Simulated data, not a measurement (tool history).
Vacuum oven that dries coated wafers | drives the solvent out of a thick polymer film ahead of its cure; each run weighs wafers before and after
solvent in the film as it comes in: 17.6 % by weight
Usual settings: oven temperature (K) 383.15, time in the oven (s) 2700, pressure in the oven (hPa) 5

run    hour  oven temperature (K)  time in the oven (s)  pressure in the oven (hPa)  solvent left in the film (%)
  1       0                383.15                  2700                           5                          2.64
  2    91.2                378.15                  2700                           5                          3.62
  3   150.2                383.15                  2700                           5                          2.56
  4     271                383.15                  2700                           5                          2.64
  5   352.6                383.15                  2700                        6.81                          2.81
      398.4  -- vacuum gauge cleaned of residue and calibrated
  6   478.4                383.15                  2700                        6.81                          2.28
  7   567.8                383.15                  2700                        6.81                          2.29
  8   622.1                383.15                  2700                           5                          2.21
  9   677.2                383.15                  2280                           5                          2.71
 10   753.4                383.15                  2280                           5                          2.68
 11   808.8                383.15                  2280                       14.49                          3.84
 12   865.8                372.15                  2280                       14.49                          6.81
 13   926.6                383.15                  2700                           5                          2.18
 14   985.8                384.15                  2700                           5                             2
 15  1044.2                374.15                  2520                        19.9                          6.61
 16  1109.8                382.15                  1620                           5                          4.48
 17  1207.4                383.15                  2700                        3.36                          2.17
 18  1265.3                383.15                  2700                        2.69                          2.09
     1276.5  -- oven's thermocouples calibrated
 19  1366.2                383.15                  2700                        2.69                          2.17
 20  1485.7                390.15                  3480                        2.69                          0.67
 21  1573.7                395.15                  4260                        8.07                          0.87
     1659.1  -- oven's thermocouples calibrated, once more
 22  1676.2                384.15                  3060                       19.07                          3.02
 23  1751.7                388.15                  2760                       12.96                          2.22
 24  1872.9                394.15                  1920                        3.19                          1.43
 25  1960.2                383.15                  2700                        2.55                          1.92
 26  2061.3                383.15                  1680                        5.15                          4.23

3 ways to go on from here, each from the tool as it stands after run 26. What would each give?
  A  2120.8                378.15                  1680                        5.15                             ?
  B  2120.8                383.15                  3120                        6.54                             ?
  C  2120.8                383.15                  2700                           5                             ?

run  solvent left in the film (%)
  A                           5.4
  B                          1.89
  C                          2.31
Without the tool's hidden state the same runs would have given:
run  solvent left in the film (%)
  A                          5.12
  B                          1.62
  C                          2.04

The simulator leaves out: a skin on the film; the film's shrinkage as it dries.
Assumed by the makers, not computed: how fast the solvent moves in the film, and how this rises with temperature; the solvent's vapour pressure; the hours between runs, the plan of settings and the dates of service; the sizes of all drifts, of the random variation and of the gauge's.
